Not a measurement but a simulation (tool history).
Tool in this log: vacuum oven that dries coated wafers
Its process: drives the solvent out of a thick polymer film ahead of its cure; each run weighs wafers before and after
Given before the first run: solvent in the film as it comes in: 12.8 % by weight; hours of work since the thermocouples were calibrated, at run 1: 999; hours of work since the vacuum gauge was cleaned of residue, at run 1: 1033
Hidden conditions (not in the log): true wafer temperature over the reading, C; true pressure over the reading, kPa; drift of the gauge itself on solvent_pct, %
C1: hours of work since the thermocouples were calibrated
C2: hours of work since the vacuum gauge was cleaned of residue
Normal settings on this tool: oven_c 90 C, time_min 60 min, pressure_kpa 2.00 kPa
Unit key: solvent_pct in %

Run 1, hour 0.0: usual settings; C1 999; C2 1033. Result: solvent_pct 2.17 %.
Run 2, hour 22.8: usual settings but oven_c 96 C; C1 1013; C2 1047. Result: solvent_pct 1.39 %.
Run 3, hour 49.1: usual settings but oven_c 76 C; C1 1030; C2 1063. Result: solvent_pct 5.12 %.
Run 4, hour 78.2: usual settings but oven_c 76 C, pressure_kpa 1.01 kPa; C1 1048; C2 1082. Result: solvent_pct 4.62 %.
Run 5, hour 126.0: usual settings but pressure_kpa 1.16 kPa; C1 1078; C2 1111. Result: solvent_pct 1.85 %.
Run 6, hour 150.0: usual settings but pressure_kpa 1.16 kPa; C1 1092; C2 1126. Result: solvent_pct 1.83 %.
Run 7, hour 188.4: usual settings; C1 1116; C2 1150. Result: solvent_pct 2.14 %.
Run 8, hour 224.4: usual settings but time_min 38 min; C1 1139; C2 1173. Result: solvent_pct 3.49 %.
Run 9, hour 263.6: usual settings but time_min 38 min; C1 1163; C2 1197. Result: solvent_pct 3.47 %.
Run 10, hour 283.0: usual settings but time_min 38 min; C1 1175; C2 1209. Result: solvent_pct 3.49 %.
Run 11, hour 309.1: usual settings but time_min 38 min; C1 1192; C2 1226. Result: solvent_pct 3.46 %.
Run 12, hour 347.8: usual settings but time_min 38 min, pressure_kpa 2.38 kPa; C1 1216; C2 1250. Result: solvent_pct 3.61 %.
Run 13, hour 370.4: usual settings; C1 1230; C2 1264. Result: solvent_pct 2.15 %.
Run 14, hour 393.7: usual settings but time_min 58 min; C1 1244; C2 1278. Result: solvent_pct 2.22 %.
Run 15, hour 415.3: usual settings but time_min 58 min; C1 1258; C2 1292. Result: solvent_pct 2.22 %.
Run 16, hour 458.4: usual settings but time_min 58 min; C1 1285; C2 1319. Result: solvent_pct 2.26 %.
Run 17, hour 479.8: usual settings but oven_c 83 C; C1 1298; C2 1332. Result: solvent_pct 3.48 %.
Run 18, hour 527.0: usual settings but oven_c 83 C; C1 1327; C2 1361. Result: solvent_pct 3.46 %.
Run 19, hour 561.7: usual settings; C1 1349; C2 1383. Result: solvent_pct 2.14 %.
Run 20, hour 601.4: usual settings but oven_c 100 C; C1 1374; C2 1408. Result: solvent_pct 1.02 %.
Run 21, hour 623.8: usual settings but time_min 34 min; C1 1388; C2 1422. Result: solvent_pct 3.84 %.
Run 22, hour 666.4: usual settings but time_min 34 min; C1 1414; C2 1448. Result: solvent_pct 3.84 %.
Run 23, hour 708.9: usual settings but pressure_kpa 2.38 kPa; C1 1441; C2 1475. Result: solvent_pct 2.28 %.
Run 24, hour 729.3: usual settings but oven_c 97 C; C1 1454; C2 1488. Result: solvent_pct 1.24 %.
Run 25, hour 770.3: usual settings but oven_c 97 C; C1 1479; C2 1513. Result: solvent_pct 1.24 %.
Run 26, hour 792.7: usual settings but time_min 34 min, pressure_kpa 7.39 kPa; C1 1493; C2 1527. Result: solvent_pct 5.58 %.
Run 27, hour 826.5: usual settings but time_min 34 min, pressure_kpa 7.39 kPa; C1 1514; C2 1548. Result: solvent_pct 5.64 %.
Run 28, hour 860.5: usual settings but time_min 34 min, pressure_kpa 7.39 kPa; C1 1535; C2 1569. Result: solvent_pct 5.65 %.
Run 29, hour 888.2: usual settings but oven_c 87 C, time_min 57 min, pressure_kpa 4.46 kPa; C1 1553; C2 1587. Result: solvent_pct 3.88 %.
At hour 900.4: vacuum gauge cleaned of residue and calibrated.
Run 30, hour 909.6: usual settings but oven_c 87 C, time_min 57 min, pressure_kpa 4.46 kPa; C1 1565; C2 6. Result: solvent_pct 3.61 %.
Run 31, hour 932.7: usual settings but oven_c 93 C, time_min 71 min; C1 1580; C2 20. Result: solvent_pct 1.23 %.
Run 32, hour 972.1: usual settings but time_min 39 min, pressure_kpa 7.29 kPa; C1 1604; C2 45. Result: solvent_pct 5.00 %.
Run 33, hour 1001.9: usual settings but time_min 39 min, pressure_kpa 7.29 kPa; C1 1623; C2 63. Result: solvent_pct 4.98 %.
At hour 1018.9: oven's thermocouples calibrated.
Run 34, hour 1026.5: usual settings but oven_c 101 C, time_min 64 min, pressure_kpa 3.07 kPa; C1 5; C2 77. Result: solvent_pct 1.11 %.
Run 35, hour 1071.3: usual settings but time_min 33 min; C1 33; C2 105. Result: solvent_pct 3.91 %.
Run 36, hour 1099.9: usual settings but oven_c 95 C, pressure_kpa 7.62 kPa; C1 50; C2 123. Result: solvent_pct 3.37 %.
Run 37, hour 1121.0: usual settings but oven_c 76 C, time_min 76 min, pressure_kpa 1.33 kPa; C1 64; C2 136. Result: solvent_pct 3.84 %.
Run 38, hour 1142.7: usual settings but oven_c 99 C, time_min 66 min, pressure_kpa 4.49 kPa; C1 77; C2 150. Result: solvent_pct 1.65 %.
Run 39, hour 1164.4: usual settings but oven_c 92 C, time_min 71 min, pressure_kpa 2.52 kPa; C1 91; C2 163. Result: solvent_pct 1.64 %.
Run 40, hour 1184.5: usual settings but oven_c 86 C; C1 103; C2 176. Result: solvent_pct 2.78 %.
Run 41, hour 1210.1: usual settings but oven_c 86 C; C1 119; C2 192. Result: solvent_pct 2.77 %.
Run 42, hour 1233.3: usual settings but oven_c 86 C; C1 134; C2 206. Result: solvent_pct 2.76 %.
Run 43, hour 1257.6: usual settings but oven_c 80 C, time_min 93 min, pressure_kpa 5.23 kPa; C1 149; C2 221. Result: solvent_pct 4.58 %.
Run 44, hour 1298.5: usual settings but oven_c 79 C, time_min 93 min, pressure_kpa 5.23 kPa; C1 174; C2 247. Result: solvent_pct 4.86 %.
Run 45, hour 1327.2: usual settings but oven_c 96 C, time_min 62 min, pressure_kpa 3.01 kPa; C1 192; C2 265. Result: solvent_pct 1.55 %.
Run 46, hour 1374.1: usual settings but oven_c 75 C, time_min 106 min, pressure_kpa 1.06 kPa; C1 221; C2 294. Result: solvent_pct 2.81 %.

Take each entry between the runs: how does the hidden state at the last listed run before it differ from the hidden state at the first listed run after it?
In the gap between runs 29 and 30: vacuum gauge cleaned of residue and calibrated (hour 900.4)
  true wafer temperature over the reading, C: 1.17 -> 1.18; true pressure over the reading, kPa: 0.594 -> 0.008
  what was measured, less what the result would be without the hidden state, solvent_pct: -0.01 -> -0.25 %
In the gap between runs 33 and 34: oven's thermocouples calibrated (hour 1018.9)
  true wafer temperature over the reading, C: 1.23 -> 0.35; true pressure over the reading, kPa: 0.029 -> 0.034
  what was measured, less what the result would be without the hidden state, solvent_pct: -0.28 -> -0.01 %
